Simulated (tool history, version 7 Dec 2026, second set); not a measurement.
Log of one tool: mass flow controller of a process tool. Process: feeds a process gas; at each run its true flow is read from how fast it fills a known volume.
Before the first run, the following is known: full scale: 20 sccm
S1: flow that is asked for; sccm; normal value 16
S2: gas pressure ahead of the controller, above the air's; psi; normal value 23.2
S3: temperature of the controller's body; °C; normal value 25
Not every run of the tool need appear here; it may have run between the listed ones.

run 1 hour=0.0 | S1=16 S2=23.2 S3=25 | true_flow_(%)=99.44
run 2 hour=55.7 | S1=16 S2=23.2 S3=25 | true_flow_(%)=99.62
run 3 hour=132.9 | S1=16 S2=23.2 S3=25 | true_flow_(%)=99.64
run 4 hour=209.5 | S1=16 S2=23.2 S3=25 | true_flow_(%)=99.78
run 5 hour=269.8 | S1=16 S2=23.2 S3=25 | true_flow_(%)=99.78
run 6 hour=352.3 | S1=11 S2=23.2 S3=25 | true_flow_(%)=99.60
run 7 hour=438.6 | S1=16 S2=23.2 S3=23 | true_flow_(%)=100.14
run 8 hour=486.3 | S1=16 S2=23.2 S3=23 | true_flow_(%)=100.11
run 9 hour=565.6 | S1=16 S2=33.6 S3=25 | true_flow_(%)=100.54
run 10 hour=613.4 | S1=10 S2=33.6 S3=25 | true_flow_(%)=100.36
run 11 hour=686.8 | S1=16 S2=23.2 S3=25 | true_flow_(%)=100.28
run 12 hour=735.2 | S1=16 S2=23.2 S3=25 | true_flow_(%)=100.27
run 13 hour=825.7 | S1=16 S2=23.2 S3=25 | true_flow_(%)=100.47
run 14 hour=909.5 | S1=6 S2=23.2 S3=25 | true_flow_(%)=99.93
run 15 hour=953.7 | S1=6 S2=23.2 S3=25 | true_flow_(%)=99.94
run 16 hour=1000.7 | S1=6 S2=23.2 S3=25 | true_flow_(%)=99.90
run 17 hour=1077.8 | S1=3 S2=36.0 S3=25 | true_flow_(%)=100.30
run 18 hour=1174.6 | S1=3 S2=36.0 S3=25 | true_flow_(%)=100.64
run 19 hour=1238.8 | S1=3 S2=36.0 S3=25 | true_flow_(%)=100.72
run 20 hour=1308.9 | S1=3 S2=36.0 S3=25 | true_flow_(%)=100.69
run 21 hour=1390.8 | S1=3 S2=36.0 S3=25 | true_flow_(%)=100.91
run 22 hour=1439.5 | S1=3 S2=36.0 S3=21 | true_flow_(%)=101.37
run 23 hour=1513.1 | S1=15 S2=27.7 S3=30 | true_flow_(%)=100.68
run 24 hour=1584.5 | S1=15 S2=27.7 S3=30 | true_flow_(%)=100.95
run 25 hour=1666.1 | S1=16 S2=21.6 S3=25 | true_flow_(%)=101.45
run 26 hour=1768.4 | S1=16 S2=38.0 S3=25 | true_flow_(%)=102.27
run 27 hour=1858.1 | S1=16 S2=38.0 S3=25 | true_flow_(%)=102.47

Each row is a separate what-if for the run after 27, all from the same tool condition, not one after another. Results?
-- hour=1906.5 controller's zero set anew
run A hour=1935.0 | S1=4 S2=25.4 S3=40 | true_flow_(%)=?
-- hour=1906.5 controller's zero set anew
run B hour=1935.0 | S1=9 S2=38.0 S3=25 | true_flow_(%)=?
-- hour=1906.5 controller's zero set anew
run C hour=1935.0 | S1=16 S2=23.2 S3=28 | true_flow_(%)=?
-- hour=1906.5 controller's zero set anew
run D hour=1935.0 | S1=2 S2=23.2 S3=21 | true_flow_(%)=?

run=A true_flow_(%)=99.34
run=B true_flow_(%)=102.18
run=C true_flow_(%)=101.46
run=D true_flow_(%)=101.22
Stripped of hidden state, with their random variation kept, the same runs would have yielded:
run=A true_flow_(%)=97.02
run=B true_flow_(%)=99.80
run=C true_flow_(%)=99.10
run=D true_flow_(%)=98.87

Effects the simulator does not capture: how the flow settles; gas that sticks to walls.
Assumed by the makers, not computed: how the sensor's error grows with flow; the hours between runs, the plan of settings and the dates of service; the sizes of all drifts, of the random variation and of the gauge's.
